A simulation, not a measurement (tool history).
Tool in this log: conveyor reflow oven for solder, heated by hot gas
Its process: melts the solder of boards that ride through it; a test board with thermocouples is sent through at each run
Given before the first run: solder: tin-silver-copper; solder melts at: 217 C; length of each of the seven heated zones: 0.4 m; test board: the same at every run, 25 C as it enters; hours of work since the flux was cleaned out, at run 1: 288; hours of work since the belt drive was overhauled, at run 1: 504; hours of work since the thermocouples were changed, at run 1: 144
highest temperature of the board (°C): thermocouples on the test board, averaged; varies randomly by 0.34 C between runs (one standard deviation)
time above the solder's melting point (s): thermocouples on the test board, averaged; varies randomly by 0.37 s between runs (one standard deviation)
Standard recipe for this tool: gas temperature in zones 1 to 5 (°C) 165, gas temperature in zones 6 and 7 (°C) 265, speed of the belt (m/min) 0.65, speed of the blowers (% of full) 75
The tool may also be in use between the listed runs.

| run | hour | gas temperature in zones 1 to 5 (°C) | gas temperature in zones 6 and 7 (°C) | speed of the belt (m/min) | speed of the blowers (% of full) | hours of work since the flux was cleaned out | hours of work since the belt drive was overhauled | hours of work since the thermocouples were changed | highest temperature of the board (°C) | time above the solder's melting point (s) |
|---|---|---|---|---|---|---|---|---|---|---|
| 1 | 0 | 165 | 265 | 0.65 | 75 | 288 | 504 | 144 | 244.7 | 45.5 |
| 2 | 17.9 | 165 | 265 | 0.696 | 75 | 298 | 514 | 154 | 241.6 | 40 |
| 3 | 35.5 | 179 | 265 | 0.65 | 75 | 308 | 524 | 164 | 247.2 | 52.7 |
| 4 | 52.4 | 179 | 265 | 0.65 | 75 | 317 | 533 | 173 | 247.4 | 52.8 |
|  | 65.9 | flux residue cleaned out of gas plates and filters |
| 5 | 67.3 | 179 | 265 | 0.65 | 75 | 1 | 539 | 179 | 250.4 | 55.8 |
| 6 | 85.5 | 179 | 265 | 0.65 | 75 | 11 | 549 | 189 | 250.3 | 56.5 |
| 7 | 101.8 | 179 | 265 | 0.65 | 75 | 20 | 559 | 198 | 250.8 | 57.2 |
| 8 | 113.7 | 179 | 265 | 0.65 | 75 | 27 | 565 | 205 | 250.4 | 56.1 |
| 9 | 126.2 | 179 | 265 | 0.65 | 75 | 34 | 572 | 212 | 250.3 | 55.6 |
| 10 | 135.7 | 165 | 265 | 0.65 | 75 | 39 | 578 | 218 | 247.5 | 48.6 |
| 11 | 147.1 | 165 | 254 | 0.65 | 75 | 46 | 584 | 224 | 237.7 | 40.3 |
| 12 | 165.5 | 179 | 254 | 0.65 | 75 | 56 | 595 | 234 | 241.4 | 47.8 |
| 13 | 182.4 | 179 | 254 | 0.523 | 75 | 66 | 604 | 244 | 245.9 | 69.5 |
| 14 | 195.8 | 179 | 254 | 0.523 | 75 | 73 | 612 | 252 | 245.3 | 68.2 |
|  | 201.4 | belt drive overhauled, speed set with a stopwatch |
| 15 | 218.7 | 179 | 254 | 0.523 | 75 | 84 | 10 | 262 | 245.6 | 68.8 |
| 16 | 232 | 161 | 278 | 0.65 | 55 | 92 | 17 | 270 | 248.8 | 47.4 |
| 17 | 243 | 151 | 263 | 0.759 | 69 | 98 | 24 | 276 | 233.7 | 25 |
| 18 | 258.9 | 165 | 265 | 0.65 | 70 | 107 | 33 | 285 | 245.2 | 47.4 |
| 19 | 277.2 | 165 | 265 | 0.65 | 70 | 117 | 43 | 295 | 245.2 | 47.2 |
| 20 | 285.2 | 179 | 264 | 0.714 | 58 | 122 | 47 | 300 | 239.6 | 39.8 |
|  | 302.1 | belt drive overhauled, speed set with a stopwatch, once more |
| 21 | 303.6 | 179 | 264 | 0.714 | 58 | 130 | 1 | 308 | 238.5 | 37.5 |

For run 22, what comes out?
| 22 | 316.9 | 165 | 265 | 0.649 | 75 | 137 | 8 | 316 | ? | ? |

highest temperature of the board (°C): 246.2
time above the solder's melting point (s): 46.4
With no hidden state in the tool, this same run would have given highest temperature of the board (°C) 247.3, time above the solder's melting point (s) 47.7.

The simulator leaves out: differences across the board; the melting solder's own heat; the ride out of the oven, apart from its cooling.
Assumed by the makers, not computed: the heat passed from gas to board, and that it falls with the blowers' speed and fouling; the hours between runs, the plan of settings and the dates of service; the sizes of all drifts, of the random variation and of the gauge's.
